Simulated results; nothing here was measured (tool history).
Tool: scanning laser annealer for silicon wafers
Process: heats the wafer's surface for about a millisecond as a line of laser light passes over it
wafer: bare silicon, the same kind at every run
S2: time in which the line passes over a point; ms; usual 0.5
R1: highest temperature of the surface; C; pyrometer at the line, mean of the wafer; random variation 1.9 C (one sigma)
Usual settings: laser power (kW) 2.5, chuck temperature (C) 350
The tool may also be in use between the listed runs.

Run 1, day 0: usual settings. Result: R1 1096 C.
Run 2, day 1.229: usual settings but laser power (kW) 2.549. Result: R1 1108 C.
Run 3, day 2.446: usual settings but chuck temperature (C) 348. Result: R1 1089 C.
Run 4, day 3.483: usual settings but laser power (kW) 2.255, chuck temperature (C) 348. Result: R1 999 C.
Run 5, day 4.912: usual settings. Result: R1 1085 C.
Run 6, day 5.729: usual settings. Result: R1 1085 C.
Run 7, day 6.538: usual settings. Result: R1 1084 C.
Run 8, day 8.012: usual settings. Result: R1 1078 C.
Run 9, day 8.871: usual settings. Result: R1 1079 C.
Run 10, day 10.15: usual settings. Result: R1 1073 C.
Run 11, day 10.979: usual settings. Result: R1 1074 C.
At day 12.083: window over the wafer cleaned.
Run 12, day 12.633: usual settings. Result: R1 1119 C.
Run 13, day 14.05: usual settings. Result: R1 1112 C.
Run 14, day 14.904: usual settings. Result: R1 1116 C.
Run 15, day 15.971: usual settings. Result: R1 1113 C.
Run 16, day 16.796: usual settings. Result: R1 1108 C.
Run 17, day 17.954: usual settings but laser power (kW) 2.303. Result: R1 1036 C.
Run 18, day 19.254: usual settings. Result: R1 1107 C.
Run 19, day 20.454: usual settings. Result: R1 1105 C.
Run 20, day 21.796: usual settings. Result: R1 1102 C.
Run 21, day 22.579: usual settings but chuck temperature (C) 389. Result: R1 1135 C.
Run 22, day 23.3: usual settings but chuck temperature (C) 389. Result: R1 1136 C.
Run 23, day 24.371: usual settings but chuck temperature (C) 389. Result: R1 1134 C.
Run 24, day 25.354: usual settings but laser power (kW) 2.444, S2 0.368 ms, chuck temperature (C) 389. Result: R1 1017 C.
Run 25, day 26.775: usual settings but laser power (kW) 2.444, S2 0.368 ms, chuck temperature (C) 389. Result: R1 1015 C.
Run 26, day 27.425: usual settings but laser power (kW) 2.444, S2 0.368 ms, chuck temperature (C) 389. Result: R1 1014 C.
Run 27, day 28.146: usual settings but laser power (kW) 2.444, S2 0.368 ms, chuck temperature (C) 389. Result: R1 1015 C.
Run 28, day 28.8: usual settings but laser power (kW) 2.444, S2 0.535 ms, chuck temperature (C) 389. Result: R1 1129 C.
Run 29, day 29.571: usual settings but laser power (kW) 2.491, S2 0.489 ms, chuck temperature (C) 375. Result: R1 1103 C.
Run 30, day 30.954: usual settings but laser power (kW) 2.326. Result: R1 1019 C.
Run 31, day 32.512: usual settings but laser power (kW) 2.138, S2 0.612 ms, chuck temperature (C) 380. Result: R1 1044 C.
Run 32, day 33.85: usual settings but laser power (kW) 2.138, S2 0.612 ms, chuck temperature (C) 380. Result: R1 1041 C.
Run 33, day 35.146: usual settings but laser power (kW) 2.138, S2 0.612 ms, chuck temperature (C) 380. Result: R1 1041 C.
Run 34, day 36.279: usual settings but laser power (kW) 2.138, S2 0.612 ms, chuck temperature (C) 380. Result: R1 1038 C.
Run 35, day 37.583: usual settings but laser power (kW) 2.716, S2 0.494 ms. Result: R1 1144 C.
Run 36, day 38.417: usual settings but laser power (kW) 2.716, S2 0.494 ms, chuck temperature (C) 312. Result: R1 1104 C.
At day 39.812: window over the wafer cleaned.
Run 37, day 39.812: usual settings but laser power (kW) 2.716, S2 0.494 ms, chuck temperature (C) 312. Result: R1 1153 C.
Run 38, day 40.988: usual settings but S2 0.598 ms, chuck temperature (C) 376. Result: R1 1206 C.
Run 39, day 41.788: usual settings but laser power (kW) 2.155, S2 0.435 ms, chuck temperature (C) 376. Result: R1 975 C.
Run 40, day 42.792: usual settings but laser power (kW) 2.634, S2 0.574 ms. Result: R1 1214 C.
Run 41, day 44.025: usual settings but laser power (kW) 2.634, S2 0.574 ms. Result: R1 1211 C.

4 ways to go on from here, each from the tool as it stands after run 41. What would each give?
Run A, day 44.983: usual settings but S2 0.569 ms, chuck temperature (C) 323. Result: R1 ?.
Run B, day 44.983: usual settings but laser power (kW) 2.634, S2 0.574 ms, chuck temperature (C) 370. Result: R1 ?.
Run C, day 44.983: usual settings but laser power (kW) 2.634, S2 0.506 ms. Result: R1 ?.
Run D, day 44.983: usual settings but laser power (kW) 2.23, S2 0.409 ms, chuck temperature (C) 336. Result: R1 ?.

run    R1
  A  1130
  B  1228
  C  1160
  D   940
Without the tool's hidden state the same runs would have given:
run    R1
  A  1163
  B  1263
  C  1193
  D   964
